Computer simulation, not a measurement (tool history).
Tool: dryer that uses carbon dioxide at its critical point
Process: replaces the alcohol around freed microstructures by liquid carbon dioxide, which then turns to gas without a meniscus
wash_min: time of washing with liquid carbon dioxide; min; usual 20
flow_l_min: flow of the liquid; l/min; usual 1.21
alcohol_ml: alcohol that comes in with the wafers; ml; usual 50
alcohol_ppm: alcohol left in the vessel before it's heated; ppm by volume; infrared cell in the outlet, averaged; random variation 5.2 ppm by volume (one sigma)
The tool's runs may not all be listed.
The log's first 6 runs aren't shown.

Run 7, hour 61.9: usual settings but wash_min 14 min, flow_l_min 1.9 l/min. Result: alcohol_ppm 97 ppm by volume.
Run 8, hour 77.2: usual settings but wash_min 31 min. Result: alcohol_ppm 22 ppm by volume.
Run 9, hour 86.8: usual settings but wash_min 17 min. Result: alcohol_ppm 258 ppm by volume.
Run 10, hour 98.1: usual settings but wash_min 17 min. Result: alcohol_ppm 279 ppm by volume.
Run 11, hour 111.6: usual settings but wash_min 17 min. Result: alcohol_ppm 278 ppm by volume.
Run 12, hour 128.2: usual settings but wash_min 17 min. Result: alcohol_ppm 279 ppm by volume.
Run 13, hour 135.2: usual settings but alcohol_ml 20 ml. Result: alcohol_ppm 79 ppm by volume.
Run 14, hour 146.2: usual settings. Result: alcohol_ppm 158 ppm by volume.
Run 15, hour 157.8: usual settings. Result: alcohol_ppm 160 ppm by volume.
Run 16, hour 172.9: usual settings but wash_min 12 min. Result: alcohol_ppm 841 ppm by volume.
Run 17, hour 185.9: usual settings but wash_min 12 min. Result: alcohol_ppm 844 ppm by volume.
Run 18, hour 200.9: usual settings. Result: alcohol_ppm 172 ppm by volume.
Run 19, hour 214: usual settings. Result: alcohol_ppm 178 ppm by volume.
Run 20, hour 223.2: usual settings. Result: alcohol_ppm 169 ppm by volume.
Run 21, hour 237.3: usual settings. Result: alcohol_ppm 182 ppm by volume.
Run 22, hour 246: usual settings but wash_min 13 min. Result: alcohol_ppm 687 ppm by volume.
Run 23, hour 260.2: usual settings. Result: alcohol_ppm 189 ppm by volume.
Run 24, hour 271.4: usual settings but flow_l_min 1.61 l/min. Result: alcohol_ppm 78 ppm by volume.
Run 25, hour 286.3: usual settings but wash_min 13 min, flow_l_min 1.47 l/min. Result: alcohol_ppm 403 ppm by volume.
Run 26, hour 300.3: usual settings but wash_min 28 min, flow_l_min 1.08 l/min, alcohol_ml 39 ml. Result: alcohol_ppm 82 ppm by volume.
Run 27, hour 307.3: usual settings but wash_min 23 min, alcohol_ml 71 ml. Result: alcohol_ppm 142 ppm by volume.
At hour 315.5: inlet filter changed.
Run 28, hour 322.6: usual settings but wash_min 23 min, alcohol_ml 71 ml. Result: alcohol_ppm 115 ppm by volume.
Run 29, hour 329.5: usual settings but wash_min 23 min, alcohol_ml 71 ml. Result: alcohol_ppm 111 ppm by volume.
Run 30, hour 343.5: usual settings but wash_min 23 min, flow_l_min 1.07 l/min, alcohol_ml 71 ml. Result: alcohol_ppm 187 ppm by volume.

Run 31 comes next. What will it give?
Run 31, hour 352.1: usual settings but wash_min 27 min, flow_l_min 0.84 l/min, alcohol_ml 76 ml. Result: alcohol_ppm ?.

Run 31 gave alcohol_ppm 264 ppm by volume.
Without the tool's hidden state the same run would have given alcohol_ppm 208 ppm by volume.

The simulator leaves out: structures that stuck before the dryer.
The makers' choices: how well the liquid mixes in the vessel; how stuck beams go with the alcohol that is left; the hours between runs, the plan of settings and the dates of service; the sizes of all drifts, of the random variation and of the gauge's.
